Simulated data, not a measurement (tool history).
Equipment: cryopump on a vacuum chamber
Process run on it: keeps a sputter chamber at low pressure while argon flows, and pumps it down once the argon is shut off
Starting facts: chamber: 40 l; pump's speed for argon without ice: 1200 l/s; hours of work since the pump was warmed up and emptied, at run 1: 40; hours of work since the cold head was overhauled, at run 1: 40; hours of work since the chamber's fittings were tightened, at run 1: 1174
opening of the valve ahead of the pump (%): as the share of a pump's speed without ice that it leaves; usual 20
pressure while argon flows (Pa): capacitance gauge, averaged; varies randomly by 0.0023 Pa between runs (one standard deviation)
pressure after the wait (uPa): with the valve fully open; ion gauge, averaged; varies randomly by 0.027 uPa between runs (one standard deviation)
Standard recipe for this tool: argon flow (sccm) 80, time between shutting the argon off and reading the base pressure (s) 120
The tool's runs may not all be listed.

| run | day | argon flow (sccm) | time between shutting the argon off and reading the base pressure (s) | opening of the valve ahead of the pump (%) | hours of work since the pump was warmed up and emptied | hours of work since the cold head was overhauled | hours of work since the chamber's fittings were tightened | pressure while argon flows (Pa) | pressure after the wait (uPa) |
|---|---|---|---|---|---|---|---|---|---|
| 1 | 0.000 | 80 | 120 | 20 | 40 | 40 | 1174 | 0.5675 | 2.93 |
| 2 | 2.725 | 80 | 120 | 20 | 74 | 74 | 1208 | 0.5724 | 2.94 |
| 3 | 5.467 | 80 | 120 | 20 | 108 | 108 | 1242 | 0.5754 | 3.14 |
| 4 | 7.229 | 80 | 120 | 20 | 130 | 130 | 1264 | 0.5746 | 3.06 |
| 5 | 9.600 | 80 | 120 | 20 | 160 | 160 | 1294 | 0.5792 | 3.20 |
| 6 | 13.733 | 80 | 32 | 20 | 211 | 211 | 1345 | 0.5837 | 5.85 |
| 7 | 15.633 | 80 | 32 | 20 | 235 | 235 | 1369 | 0.5862 | 6.12 |
| 8 | 19.092 | 80 | 21 | 20 | 278 | 278 | 1412 | 0.5930 | 7.95 |
| 9 | 22.912 | 80 | 21 | 20 | 326 | 326 | 1459 | 0.5946 | 8.17 |
| 10 | 26.488 | 80 | 21 | 20 | 370 | 370 | 1504 | 0.5995 | 8.52 |
| 11 | 28.271 | 80 | 120 | 20 | 392 | 392 | 1526 | 0.6049 | 3.97 |
|  | 29.633 | pump warmed up, emptied and cooled again |
| 12 | 31.488 | 80 | 120 | 20 | 23 | 430 | 1564 | 0.5674 | 3.26 |
| 13 | 34.212 | 80 | 120 | 39 | 57 | 464 | 1598 | 0.2961 | 3.36 |
| 14 | 37.596 | 80 | 120 | 39 | 99 | 506 | 1640 | 0.2989 | 3.63 |
| 15 | 40.812 | 80 | 120 | 39 | 139 | 546 | 1680 | 0.2992 | 3.74 |
| 16 | 44.708 | 80 | 120 | 39 | 188 | 595 | 1729 | 0.3034 | 3.83 |
| 17 | 47.712 | 80 | 73 | 39 | 225 | 632 | 1766 | 0.3103 | 4.63 |
| 18 | 51.588 | 41 | 146 | 18 | 274 | 680 | 1814 | 0.3313 | 3.88 |
| 19 | 53.317 | 41 | 146 | 18 | 295 | 702 | 1836 | 0.3354 | 3.97 |
| 20 | 55.404 | 41 | 146 | 18 | 321 | 728 | 1862 | 0.3361 | 4.09 |
|  | 58.162 | leaking fittings of the chamber tightened, without venting |
| 21 | 59.271 | 80 | 55 | 23 | 368 | 775 | 14 | 0.5262 | 2.44 |
|  | 62.725 | pump warmed up, emptied and cooled again |
| 22 | 63.450 | 80 | 34 | 16 | 9 | 825 | 63 | 0.7068 | 3.67 |
| 23 | 67.283 | 39 | 34 | 23 | 57 | 872 | 111 | 0.2411 | 3.83 |
| 24 | 71.271 | 62 | 253 | 19 | 107 | 922 | 161 | 0.4659 | 0.97 |
| 25 | 74.071 | 88 | 29 | 19 | 141 | 957 | 196 | 0.6689 | 4.62 |
| 26 | 78.121 | 45 | 24 | 31 | 192 | 1008 | 246 | 0.2152 | 5.32 |
| 27 | 81.025 | 52 | 180 | 42 | 228 | 1044 | 282 | 0.1885 | 1.40 |
| 28 | 82.771 | 52 | 180 | 42 | 250 | 1066 | 304 | 0.1891 | 1.43 |
| 29 | 86.896 | 95 | 155 | 42 | 301 | 1117 | 356 | 0.3520 | 1.67 |
| 30 | 90.433 | 95 | 155 | 42 | 345 | 1161 | 400 | 0.3582 | 1.75 |
| 31 | 93.179 | 143 | 43 | 19 | 380 | 1195 | 434 | 1.1325 | 3.75 |
|  | 95.383 | pump warmed up, emptied and cooled again |
| 32 | 97.538 | 49 | 120 | 19 | 27 | 1247 | 486 | 0.3675 | 1.89 |
| 33 | 100.221 | 35 | 21 | 20 | 60 | 1280 | 519 | 0.2509 | 6.51 |
| 34 | 102.208 | 33 | 97 | 21 | 85 | 1305 | 544 | 0.2258 | 2.22 |

For each entry between runs, how does the tool's hidden state at the last listed run before it compare with that at the first listed run after it?
Logged between run 11 and run 12: pump warmed up, emptied and cooled again (day 29.633)
  pump's speed, % of a pump's without ice: 76 -> 98.5; cold plate's temperature, K: 12.5 -> 12.53; leak into the chamber, uPa l/s: 2718 -> 2776
  difference, measured minus the result without the unlogged condition, pressure while argon flows (Pa): +0.0374 -> +0.0030; pressure after the wait (uPa): +2.76 -> +2.08
Logged between run 20 and run 21: leaking fittings of the chamber tightened, without venting (day 58.162)
  pump's speed, % of a pump's without ice: 80.9 -> 78.1; cold plate's temperature, K: 12.74 -> 12.77; leak into the chamber, uPa l/s: 3230 -> 329
  difference, measured minus the result without the unlogged condition, pressure while argon flows (Pa): +0.0147 -> +0.0341; pressure after the wait (uPa): +3.07 -> +0.11
Logged between run 21 and run 22: pump warmed up, emptied and cooled again (day 62.725)
  pump's speed, % of a pump's without ice: 78.1 -> 99.1; cold plate's temperature, K: 12.77 -> 12.8; leak into the chamber, uPa l/s: 329 -> 404
  difference, measured minus the result without the unlogged condition, pressure while argon flows (Pa): +0.0341 -> +0.0029; pressure after the wait (uPa): +0.11 -> +0.09
Logged between run 31 and run 32: pump warmed up, emptied and cooled again (day 95.383)
  pump's speed, % of a pump's without ice: 77.1 -> 98.2; cold plate's temperature, K: 13.07 -> 13.1; leak into the chamber, uPa l/s: 988 -> 1065
  difference, measured minus the result without the unlogged condition, pressure while argon flows (Pa): +0.0659 -> +0.0029; pressure after the wait (uPa): +0.84 -> +0.68
